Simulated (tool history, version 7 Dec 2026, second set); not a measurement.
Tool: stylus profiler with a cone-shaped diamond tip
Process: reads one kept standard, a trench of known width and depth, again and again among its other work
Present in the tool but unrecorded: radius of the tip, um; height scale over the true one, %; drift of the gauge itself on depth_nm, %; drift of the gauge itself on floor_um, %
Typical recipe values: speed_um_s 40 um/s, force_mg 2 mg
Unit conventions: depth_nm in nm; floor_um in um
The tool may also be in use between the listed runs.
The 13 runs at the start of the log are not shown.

run	hour	speed_um_s	force_mg	scans with this tip	hours of work since the height scale was calibrated	depth_nm	floor_um
14	353.9	73	2	3065	225	201.79	97.2
15	388.4	73	2	3256	239	201.8	97.19
16	413.8	73	2	3397	249	201.78	97.17
17	433.2	40	2	3504	257	201.8	97.35
18	472.8	40	2	3723	273	201.79	97.37
19	503.3	47	1.32	3892	286	201.22	97.15
20	535.9	77	5.73	4073	299	203.78	97.23
21	556.3	38	2.17	4185	307	201.9	97.26
22	589	14	1.23	4367	321	201.24	97.4
23	617.2	14	1.23	4523	332	201.07	97.37
24	642.9	17	2	4665	343	201.78	97.36
25	673.7	46	1.78	4836	355	201.56	97.16
26	702.8	46	1.78	4997	367	201.54	97.16
27	721.4	108	3.88	5100	374	202.94	96.96
28	755.8	108	3.88	5290	388	202.83	96.92
29	772.7	39	1.08	5384	395	201.04	97.13
30	800.8	22	3.17	5540	407	202.36	97.28
31	822.8	22	3.17	5661	416	202.31	97.23
32	846.7	90	2	5794	425	201.69	96.79
33	871.5	38	2.7	5931	435	202.08	97.09
34	894	38	2.7	6056	445	202.13	97.11
35	922.3	38	2.7	6212	456	201.99	97.09

Each row is a separate what-if for the run after 35, all from the same tool condition, not one after another. Results?
A	947.7	39	0.77	6353	466	?	?
B	947.7	32	3.75	6353	466	?	?
C	947.7	66	2.7	6353	466	?	?
D	947.7	34	1.75	6353	466	?	?

run	depth_nm	floor_um
A	200.74	96.93
B	202.56	97.14
C	202.22	96.98
D	201.39	97.01
With no hidden state in the tool, these same runs would have given:
run	depth_nm	floor_um
A	201.08	97.69
B	202.9	97.9
C	202.56	97.74
D	201.73	97.77

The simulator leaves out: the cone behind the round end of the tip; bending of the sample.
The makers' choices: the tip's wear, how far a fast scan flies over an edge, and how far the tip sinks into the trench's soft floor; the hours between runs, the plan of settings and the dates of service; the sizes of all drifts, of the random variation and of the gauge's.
